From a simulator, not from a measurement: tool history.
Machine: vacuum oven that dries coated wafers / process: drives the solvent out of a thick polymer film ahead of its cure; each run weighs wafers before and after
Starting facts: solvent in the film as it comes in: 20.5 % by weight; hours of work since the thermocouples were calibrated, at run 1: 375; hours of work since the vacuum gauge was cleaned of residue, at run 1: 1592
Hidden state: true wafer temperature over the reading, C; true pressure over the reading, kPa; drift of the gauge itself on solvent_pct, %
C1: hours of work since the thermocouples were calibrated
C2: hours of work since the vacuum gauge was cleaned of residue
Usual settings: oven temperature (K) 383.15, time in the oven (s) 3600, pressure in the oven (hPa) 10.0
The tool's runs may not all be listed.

{"run": 1, "hour": 0.0, "oven temperature (K)": 383.15, "time in the oven (s)": 3600, "pressure in the oven (hPa)": 10.0, "C1": 375, "C2": 1592, "solvent left in the film (%)": 1.75}
{"run": 2, "hour": 44.5, "oven temperature (K)": 383.15, "time in the oven (s)": 3600, "pressure in the oven (hPa)": 35.7, "C1": 407, "C2": 1624, "solvent left in the film (%)": 2.67}
{"run": 3, "hour": 96.1, "oven temperature (K)": 383.15, "time in the oven (s)": 3600, "pressure in the oven (hPa)": 35.7, "C1": 444, "C2": 1661, "solvent left in the film (%)": 2.63}
{"run": 4, "hour": 128.6, "oven temperature (K)": 383.15, "time in the oven (s)": 3600, "pressure in the oven (hPa)": 35.7, "C1": 468, "C2": 1684, "solvent left in the film (%)": 2.64}
{"run": 5, "hour": 160.4, "oven temperature (K)": 383.15, "time in the oven (s)": 3600, "pressure in the oven (hPa)": 35.7, "C1": 491, "C2": 1707, "solvent left in the film (%)": 2.6}
{"run": 6, "hour": 195.9, "oven temperature (K)": 383.15, "time in the oven (s)": 4620, "pressure in the oven (hPa)": 10.0, "C1": 516, "C2": 1733, "solvent left in the film (%)": 1.09}
{"run": 7, "hour": 241.3, "oven temperature (K)": 383.15, "time in the oven (s)": 3600, "pressure in the oven (hPa)": 7.5, "C1": 549, "C2": 1766, "solvent left in the film (%)": 1.65}
{"run": 8, "hour": 290.8, "oven temperature (K)": 383.15, "time in the oven (s)": 3600, "pressure in the oven (hPa)": 10.0, "C1": 585, "C2": 1801, "solvent left in the film (%)": 1.76}
{"run": 9, "hour": 344.3, "oven temperature (K)": 383.15, "time in the oven (s)": 3600, "pressure in the oven (hPa)": 10.0, "C1": 624, "C2": 1840, "solvent left in the film (%)": 1.74}
{"run": 10, "hour": 373.1, "oven temperature (K)": 383.15, "time in the oven (s)": 3600, "pressure in the oven (hPa)": 10.0, "C1": 644, "C2": 1861, "solvent left in the film (%)": 1.75}
{"run": 11, "hour": 403.2, "oven temperature (K)": 383.15, "time in the oven (s)": 3600, "pressure in the oven (hPa)": 5.4, "C1": 666, "C2": 1883, "solvent left in the film (%)": 1.59}
{"run": 12, "hour": 441.1, "oven temperature (K)": 383.15, "time in the oven (s)": 3600, "pressure in the oven (hPa)": 5.4, "C1": 693, "C2": 1910, "solvent left in the film (%)": 1.61}
{"hour": 446.6, "done": "vacuum gauge cleaned of residue and calibrated"}
{"run": 13, "hour": 471.5, "oven temperature (K)": 383.15, "time in the oven (s)": 3600, "pressure in the oven (hPa)": 5.4, "C1": 714, "C2": 18, "solvent left in the film (%)": 1.67}
{"run": 14, "hour": 532.6, "oven temperature (K)": 374.15, "time in the oven (s)": 3900, "pressure in the oven (hPa)": 24.8, "C1": 758, "C2": 62, "solvent left in the film (%)": 3.62}
{"run": 15, "hour": 561.8, "oven temperature (K)": 381.15, "time in the oven (s)": 2640, "pressure in the oven (hPa)": 19.6, "C1": 779, "C2": 83, "solvent left in the film (%)": 3.72}
{"run": 16, "hour": 590.8, "oven temperature (K)": 368.15, "time in the oven (s)": 2280, "pressure in the oven (hPa)": 19.6, "C1": 800, "C2": 104, "solvent left in the film (%)": 7.9}
{"hour": 637.0, "done": "vacuum gauge cleaned of residue and calibrated, once more"}
{"run": 17, "hour": 637.0, "oven temperature (K)": 383.15, "time in the oven (s)": 2400, "pressure in the oven (hPa)": 10.0, "C1": 833, "C2": 0, "solvent left in the film (%)": 3.3}
{"run": 18, "hour": 695.7, "oven temperature (K)": 383.15, "time in the oven (s)": 2400, "pressure in the oven (hPa)": 10.0, "C1": 875, "C2": 42, "solvent left in the film (%)": 3.29}
{"run": 19, "hour": 746.3, "oven temperature (K)": 383.15, "time in the oven (s)": 2580, "pressure in the oven (hPa)": 13.3, "C1": 912, "C2": 79, "solvent left in the film (%)": 3.0}
{"run": 20, "hour": 782.5, "oven temperature (K)": 396.15, "time in the oven (s)": 2340, "pressure in the oven (hPa)": 8.3, "C1": 938, "C2": 105, "solvent left in the film (%)": 1.25}
{"run": 21, "hour": 816.5, "oven temperature (K)": 383.15, "time in the oven (s)": 4020, "pressure in the oven (hPa)": 16.3, "C1": 962, "C2": 130, "solvent left in the film (%)": 1.52}

Branching from run 21: 3 alternative next runs. What would each branch give?
{"run": "A", "hour": 872.1, "oven temperature (K)": 383.15, "time in the oven (s)": 3600, "pressure in the oven (hPa)": 33.3, "C1": 1002, "C2": 170, "solvent left in the film (%)": "?"}
{"run": "B", "hour": 872.1, "oven temperature (K)": 368.15, "time in the oven (s)": 3600, "pressure in the oven (hPa)": 30.8, "C1": 1002, "C2": 170, "solvent left in the film (%)": "?"}
{"run": "C", "hour": 872.1, "oven temperature (K)": 370.15, "time in the oven (s)": 5520, "pressure in the oven (hPa)": 5.4, "C1": 1002, "C2": 170, "solvent left in the film (%)": "?"}

run=A solvent_left_in_the_film_(%)=2.39
run=B solvent_left_in_the_film_(%)=5.55
run=C solvent_left_in_the_film_(%)=1.85
The same runs, with their run-to-run variation unchanged, on a tool lacking any hidden condition would have given:
run=A solvent_left_in_the_film_(%)=2.57
run=B solvent_left_in_the_film_(%)=5.87
run=C solvent_left_in_the_film_(%)=2.04
